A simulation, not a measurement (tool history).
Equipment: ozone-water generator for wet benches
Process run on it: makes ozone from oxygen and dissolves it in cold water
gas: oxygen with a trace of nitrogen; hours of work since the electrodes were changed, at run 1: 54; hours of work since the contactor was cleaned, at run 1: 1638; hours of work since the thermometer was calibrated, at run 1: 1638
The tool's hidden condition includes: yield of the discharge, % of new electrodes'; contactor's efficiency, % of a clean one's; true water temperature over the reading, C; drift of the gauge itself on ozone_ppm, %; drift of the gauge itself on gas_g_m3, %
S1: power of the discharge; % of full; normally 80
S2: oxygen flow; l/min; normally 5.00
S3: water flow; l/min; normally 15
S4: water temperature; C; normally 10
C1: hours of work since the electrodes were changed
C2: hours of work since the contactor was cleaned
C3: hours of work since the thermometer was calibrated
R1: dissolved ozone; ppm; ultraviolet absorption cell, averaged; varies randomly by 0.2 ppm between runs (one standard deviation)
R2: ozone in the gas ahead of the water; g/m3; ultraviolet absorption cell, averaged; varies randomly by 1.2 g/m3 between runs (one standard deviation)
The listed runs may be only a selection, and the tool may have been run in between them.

run    hour  S1    S2  S3  S4    C1    C2    C3    R1     R2
  1     0.0  80  5.00  15  10    54  1638  1638  28.8  218.9
  2    88.6  80  5.00  15  10   137  1720  1720  28.5  219.0
  3   231.2  80  5.00  15  10   270  1854  1854  28.4  217.5
  4   340.6  80  5.00  15  10   373  1956  1956  28.3  217.9
  5   435.3  80  5.00  15  10   461  2045  2045  28.1  217.0
  6   521.3  80  5.00  15  10   542  2125  2125  28.5  218.3
  7   619.0  80  2.89  15  10   633  2216  2216  24.7  266.7
  8   771.9  92  2.89  15  10   776  2359  2359  27.5  299.9
  9   863.1  92  2.89  15  10   861  2445  2445  27.3  299.6
 10  1014.4  92  2.89  15  10  1003  2586  2586  27.5  299.8
 11  1142.0  92  2.89  15  10  1122  2706  2706  27.4  296.0
 12  1271.8  92  2.89  15  10  1244  2827  2827  27.2  296.1
 13  1362.7  80  5.00  15   6  1329  2912  2912  29.3  215.6
 14  1480.3  80  5.00  15   6  1439  3022  3022  29.3  214.7
 15  1597.7  80  5.00  15   6  1548  3132  3132  29.2  214.5
 16  1719.4  80  5.00  15  10  1662  3245  3245  27.4  211.5
 17  1852.9  80  5.00  15  10  1787  3370  3370  27.5  213.6
 18  1996.1  80  5.00  15  10  1921  3504  3504  27.4  214.8
     2124.4  -- contactor cleaned
 19  2172.0  51  5.00  12  14  2082    45  3665  21.3  143.5
 20  2264.0  80  5.00  16   6  2168   131  3751  27.9  212.6
     2324.1  -- water thermometer calibrated
 21  2426.0  54  5.00  16  12  2319   282    95  18.6  151.2
 22  2547.6  89  3.20  15  10  2432   395   209  27.3  272.8
 23  2665.5  80  7.36  15  10  2543   506   319  29.3  182.6
 24  2748.8  76  5.00  18   7  2621   583   397  23.3  200.3
 25  2904.0  89  8.89  17  13  2766   729   542  28.3  184.4
 26  2999.7  80  5.00  15   6  2855   818   632  29.1  209.1
 27  3116.4  80  5.00  15   6  2964   927   741  28.8  208.8
 28  3294.9  80  5.00  15   6  3131  1094   908  28.8  209.7

What will run 29 give?
 29  3461.8  82  5.00  15   8  3287  1250  1064   ?   ?

R1: 28.3 ppm
R2: 213.8 g/m3
Were there no unlogged condition in the tool, this run, its random variation unchanged, would have produced R1 30.3 ppm, R2 226.5 g/m3.

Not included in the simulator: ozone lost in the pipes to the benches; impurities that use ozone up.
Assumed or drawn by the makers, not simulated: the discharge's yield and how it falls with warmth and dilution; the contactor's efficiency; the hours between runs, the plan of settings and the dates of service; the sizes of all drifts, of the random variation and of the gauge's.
